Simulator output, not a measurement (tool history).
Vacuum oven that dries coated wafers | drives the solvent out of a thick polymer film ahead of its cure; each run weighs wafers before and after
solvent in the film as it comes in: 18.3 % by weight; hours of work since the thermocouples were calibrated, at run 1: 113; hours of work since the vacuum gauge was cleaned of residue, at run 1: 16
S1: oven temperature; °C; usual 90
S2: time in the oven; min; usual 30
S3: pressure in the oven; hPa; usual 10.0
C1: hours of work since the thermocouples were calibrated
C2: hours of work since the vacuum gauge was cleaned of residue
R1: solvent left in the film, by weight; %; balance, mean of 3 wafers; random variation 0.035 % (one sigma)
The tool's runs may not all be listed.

run	hour	S1	S2	S3	C1	C2	R1
1	0.0	90	30	10.0	113	16	3.64
2	13.4	90	30	10.0	121	25	3.64
3	23.7	90	30	10.0	127	31	3.62
4	39.6	90	20	10.0	137	41	5.77
5	50.5	79	20	10.0	144	48	9.25
6	64.2	79	20	10.0	153	57	9.09
7	77.6	79	20	10.0	161	65	9.04
# hour 80.3: oven's thermocouples calibrated
8	91.0	90	30	9.5	7	72	3.62
9	99.6	90	30	9.5	12	78	3.50
10	114.4	90	30	9.5	21	87	3.55
11	125.2	102	19	7.2	28	94	2.41
12	140.6	102	19	7.2	38	103	2.43
13	150.7	81	17	10.0	44	110	9.28
# hour 158.9: oven's thermocouples calibrated, once more
14	159.3	104	29	6.8	0	114	0.86
15	172.4	77	17	37.1	8	122	11.14
16	182.9	97	42	7.5	15	128	0.98
17	190.0	86	15	10.0	19	133	8.50
18	199.3	90	46	10.0	25	139	1.87
19	212.9	100	39	9.7	34	147	0.73
20	225.1	85	30	10.0	41	155	5.24

Measured less the same run without the tool's hidden state. The same run-to-run variation is in both; the gauge's scatter may not be:
The hidden state here: true wafer temperature over the reading, C; true pressure over the reading, kPa; drift of the gauge itself on solvent_pct, %.
run	R1
1	-0.06
2	-0.06
3	-0.05
4	-0.07
5	-0.07
6	-0.07
7	-0.07
8	-0.12
9	-0.13
10	-0.13
11	-0.10
12	-0.11
13	-0.13
14	+0.01
15	+0.00
16	+0.00
17	-0.01
18	+0.00
19	+0.00
20	-0.02
